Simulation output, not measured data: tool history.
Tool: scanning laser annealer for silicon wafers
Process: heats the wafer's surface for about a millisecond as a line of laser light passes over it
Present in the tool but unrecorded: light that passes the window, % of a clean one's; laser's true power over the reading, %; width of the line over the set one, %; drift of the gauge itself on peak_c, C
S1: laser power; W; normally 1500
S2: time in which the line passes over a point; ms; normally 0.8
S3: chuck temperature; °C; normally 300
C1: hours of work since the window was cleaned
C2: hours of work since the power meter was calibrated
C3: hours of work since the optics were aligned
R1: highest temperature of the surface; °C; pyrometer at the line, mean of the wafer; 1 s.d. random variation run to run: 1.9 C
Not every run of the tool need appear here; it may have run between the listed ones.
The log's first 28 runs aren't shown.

run 29 day=32.717 | S1=1503 S2=0.704 S3=292 | C1=372 C2=835 C3=78 | R1=1045
run 30 day=33.858 | S1=1500 S2=0.787 S3=300 | C1=384 C2=847 C3=90 | R1=1097
run 31 day=34.667 | S1=1500 S2=0.819 S3=290 | C1=392 C2=855 C3=99 | R1=1102
run 32 day=35.867 | S1=1500 S2=0.645 S3=338 | C1=404 C2=867 C3=111 | R1=1054
run 33 day=36.717 | S1=1500 S2=0.875 S3=290 | C1=413 C2=876 C3=120 | R1=1130
run 34 day=37.508 | S1=1500 S2=0.875 S3=290 | C1=421 C2=884 C3=128 | R1=1128
run 35 day=38.846 | S1=1619 S2=0.817 S3=290 | C1=435 C2=898 C3=142 | R1=1187
run 36 day=40.1 | S1=1619 S2=0.817 S3=290 | C1=448 C2=911 C3=155 | R1=1185
run 37 day=41.671 | S1=1619 S2=0.817 S3=290 | C1=464 C2=927 C3=171 | R1=1185
run 38 day=42.6 | S1=1331 S2=0.872 S3=300 | C1=474 C2=937 C3=181 | R1=1014
run 39 day=44.117 | S1=1413 S2=0.643 S3=313 | C1=490 C2=953 C3=196 | R1=976
-- day=45.762 window over the wafer cleaned
run 40 day=45.833 | S1=1413 S2=0.643 S3=319 | C1=1 C2=970 C3=213 | R1=983

What if the next run were any one of these 3? Each begins from the tool's condition after run 40:
run A day=47.471 | S1=1413 S2=0.643 S3=268 | C1=18 C2=987 C3=230 | R1=?
run B day=47.471 | S1=1413 S2=0.867 S3=319 | C1=18 C2=987 C3=230 | R1=?
run C day=47.471 | S1=1571 S2=0.987 S3=279 | C1=18 C2=987 C3=230 | R1=?

run=A R1=936
run=B R1=1096
run=C R1=1229
The same runs, with their run-to-run variation unchanged, on a tool lacking any hidden condition would have given:
run=A R1=936
run=B R1=1096
run=C R1=1229
